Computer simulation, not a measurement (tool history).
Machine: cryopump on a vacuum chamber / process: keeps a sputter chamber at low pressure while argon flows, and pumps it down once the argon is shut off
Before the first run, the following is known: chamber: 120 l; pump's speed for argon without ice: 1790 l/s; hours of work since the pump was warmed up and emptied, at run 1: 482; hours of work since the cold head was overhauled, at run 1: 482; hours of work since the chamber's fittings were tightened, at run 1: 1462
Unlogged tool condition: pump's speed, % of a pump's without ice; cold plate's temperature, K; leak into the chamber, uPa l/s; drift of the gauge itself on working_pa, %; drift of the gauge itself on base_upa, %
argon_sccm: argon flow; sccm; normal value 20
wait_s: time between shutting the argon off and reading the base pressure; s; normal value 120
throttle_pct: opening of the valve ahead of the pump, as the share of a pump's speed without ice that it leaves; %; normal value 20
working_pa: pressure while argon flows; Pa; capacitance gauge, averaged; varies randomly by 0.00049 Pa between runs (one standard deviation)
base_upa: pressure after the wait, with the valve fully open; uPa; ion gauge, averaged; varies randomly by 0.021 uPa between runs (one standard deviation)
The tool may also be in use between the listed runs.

| run | hour | argon_sccm | wait_s | throttle_pct | hours of work since the pump was warmed up and emptied | hours of work since the cold head was overhauled | hours of work since the chamber's fittings were tightened | working_pa | base_upa |
|---|---|---|---|---|---|---|---|---|---|
| 1 | 0 | 20 | 120 | 20 | 482 | 482 | 1462 | 0.0949 | 1.06 |
| 2 | 43.4 | 20 | 120 | 20 | 502 | 502 | 1483 | 0.0956 | 1.09 |
| 3 | 75.6 | 20 | 120 | 20 | 517 | 517 | 1498 | 0.0958 | 1.15 |
| 4 | 113.6 | 20 | 120 | 20 | 535 | 535 | 1516 | 0.0963 | 1.08 |
| 5 | 151.1 | 20 | 120 | 19 | 553 | 553 | 1533 | 0.1004 | 1.18 |
| 6 | 181.1 | 20 | 120 | 19 | 567 | 567 | 1547 | 0.1 | 1.21 |
| 7 | 200.5 | 20 | 120 | 19 | 576 | 576 | 1556 | 0.101 | 1.17 |
| 8 | 230.9 | 20 | 120 | 19 | 590 | 590 | 1571 | 0.1009 | 1.16 |
| 9 | 263.9 | 20 | 120 | 19 | 606 | 606 | 1586 | 0.1008 | 1.19 |
| 10 | 297.4 | 20 | 120 | 20 | 621 | 621 | 1602 | 0.095 | 1.14 |
| 11 | 329.5 | 20 | 120 | 20 | 636 | 636 | 1617 | 0.0959 | 1.19 |
| 12 | 354.3 | 20 | 120 | 20 | 648 | 648 | 1629 | 0.0963 | 1.21 |
| 13 | 388.8 | 20 | 205 | 20 | 664 | 664 | 1645 | 0.0955 | 1.08 |
| 14 | 425.9 | 20 | 205 | 29 | 682 | 682 | 1662 | 0.0667 | 1.12 |
| 15 | 462.1 | 8 | 205 | 29 | 699 | 699 | 1679 | 0.0257 | 1.15 |
| 16 | 494.3 | 8 | 205 | 29 | 714 | 714 | 1694 | 0.0266 | 1.16 |
| 17 | 514.2 | 8 | 205 | 29 | 723 | 723 | 1704 | 0.0273 | 1.13 |
| 18 | 534.9 | 10 | 25 | 29 | 733 | 733 | 1714 | 0.034 | 2.19 |
| 19 | 567 | 10 | 25 | 29 | 748 | 748 | 1729 | 0.0335 | 2.34 |
| 20 | 604.6 | 22 | 120 | 20 | 766 | 766 | 1746 | 0.1068 | 1.29 |

Below, each run's measurement less what the same run would have read without the hidden state. Both values contain the same run-to-run variation, but the gauge's scatter may not be the same in both:
| run | working_pa | base_upa |
|---|---|---|
| 1 | +0.0012 | +0.67 |
| 2 | +0.0012 | +0.67 |
| 3 | +0.0013 | +0.68 |
| 4 | +0.0014 | +0.68 |
| 5 | +0.0014 | +0.73 |
| 6 | +0.0014 | +0.75 |
| 7 | +0.0014 | +0.72 |
| 8 | +0.0015 | +0.72 |
| 9 | +0.0015 | +0.75 |
| 10 | +0.0016 | +0.74 |
| 11 | +0.0016 | +0.76 |
| 12 | +0.0016 | +0.77 |
| 13 | +0.0017 | +0.77 |
| 14 | +0.0018 | +0.78 |
| 15 | +0.0008 | +0.79 |
| 16 | +0.0007 | +0.81 |
| 17 | +0.0008 | +0.84 |
| 18 | +0.0009 | +0.8 |
| 19 | +0.001 | +0.83 |
| 20 | +0.0021 | +0.84 |

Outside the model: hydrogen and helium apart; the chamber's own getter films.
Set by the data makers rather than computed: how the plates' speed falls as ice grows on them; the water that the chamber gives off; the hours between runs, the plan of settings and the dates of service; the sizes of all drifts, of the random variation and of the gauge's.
